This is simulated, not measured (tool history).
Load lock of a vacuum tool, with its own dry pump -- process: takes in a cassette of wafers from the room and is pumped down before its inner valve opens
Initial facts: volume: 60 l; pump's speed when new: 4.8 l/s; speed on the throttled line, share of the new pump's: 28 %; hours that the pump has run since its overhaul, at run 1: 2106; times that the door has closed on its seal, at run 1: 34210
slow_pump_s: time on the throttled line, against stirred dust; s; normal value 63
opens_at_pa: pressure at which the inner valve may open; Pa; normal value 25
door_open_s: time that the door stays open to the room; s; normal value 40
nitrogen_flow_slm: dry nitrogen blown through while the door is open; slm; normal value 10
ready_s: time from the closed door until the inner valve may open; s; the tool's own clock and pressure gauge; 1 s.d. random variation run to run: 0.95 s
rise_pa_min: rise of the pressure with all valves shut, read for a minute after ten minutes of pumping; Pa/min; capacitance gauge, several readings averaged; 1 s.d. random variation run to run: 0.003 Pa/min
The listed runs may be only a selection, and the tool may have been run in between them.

| run | day | slow_pump_s | opens_at_pa | door_open_s | nitrogen_flow_slm | hours that the pump has run since its overhaul | times that the door has closed on its seal | incoming humidity of the room's air, % | ready_s | rise_pa_min |
|---|---|---|---|---|---|---|---|---|---|---|
| 1 | 0.000 | 63 | 25 | 40 | 10 | 2106 | 34210 | 45.2 | 150.5 | 0.023 |
| 2 | 4.525 | 63 | 25 | 40 | 10 | 2215 | 34709 | 45.3 | 150.5 | 0.022 |
| 3 | 7.754 | 63 | 25 | 40 | 10 | 2292 | 35064 | 47.1 | 150.0 | 0.020 |
| 4 | 11.854 | 63 | 25 | 27 | 10 | 2390 | 35516 | 42.5 | 151.1 | 0.017 |
| 5 | 14.812 | 63 | 25 | 27 | 10 | 2461 | 35841 | 44.1 | 150.5 | 0.017 |
| 6 | 19.358 | 63 | 36 | 40 | 10 | 2571 | 36342 | 44.8 | 146.2 | 0.017 |
| 7 | 24.108 | 63 | 36 | 40 | 10 | 2685 | 36865 | 47.6 | 145.3 | 0.028 |
| 8 | 29.988 | 63 | 36 | 40 | 10 | 2826 | 37512 | 47.3 | 146.3 | 0.019 |
| 9 | 33.662 | 63 | 36 | 40 | 10 | 2914 | 37917 | 43.4 | 146.4 | 0.022 |
| 10 | 38.017 | 111 | 37 | 115 | 10 | 3018 | 38396 | 43.6 | 180.5 | 0.041 |
| 11 | 40.883 | 103 | 26 | 115 | 12 | 3087 | 38712 | 43.1 | 180.7 | 0.033 |
| 12 | 45.962 | 63 | 22 | 40 | 10 | 3209 | 39271 | 47.3 | 153.5 | 0.027 |
| 13 | 51.729 | 63 | 25 | 42 | 10 | 3347 | 39907 | 43.2 | 150.7 | 0.024 |
| 14 | 54.888 | 63 | 25 | 42 | 10 | 3423 | 40254 | 43.4 | 152.3 | 0.020 |
| 15 | 58.854 | 63 | 25 | 42 | 10 | 3518 | 40691 | 45.0 | 150.0 | 0.024 |
| 16 | 63.200 | 57 | 44 | 175 | 10 | 3623 | 41170 | 41.2 | 138.8 | 0.050 |
| 17 | 68.833 | 57 | 44 | 29 | 10 | 3758 | 41790 | 43.0 | 137.4 | 0.020 |

Forecast each of these 3 alternatives for the next run:
| A | 72.562 | 57 | 44 | 57 | 18 | 3847 | 42200 | 45.6 | ? | ? |
| B | 72.562 | 63 | 21 | 40 | 10 | 3847 | 42200 | 47.2 | ? | ? |
| C | 72.562 | 57 | 22 | 29 | 10 | 3847 | 42200 | 44.6 | ? | ? |

| run | ready_s | rise_pa_min |
|---|---|---|
| A | 137.5 | 0.023 |
| B | 152.5 | 0.026 |
| C | 146.6 | 0.015 |
Stripped of hidden state, with their random variation kept, the same runs would have yielded:
| run | ready_s | rise_pa_min |
|---|---|---|
| A | 137.5 | 0.023 |
| B | 152.5 | 0.026 |
| C | 146.6 | 0.014 |

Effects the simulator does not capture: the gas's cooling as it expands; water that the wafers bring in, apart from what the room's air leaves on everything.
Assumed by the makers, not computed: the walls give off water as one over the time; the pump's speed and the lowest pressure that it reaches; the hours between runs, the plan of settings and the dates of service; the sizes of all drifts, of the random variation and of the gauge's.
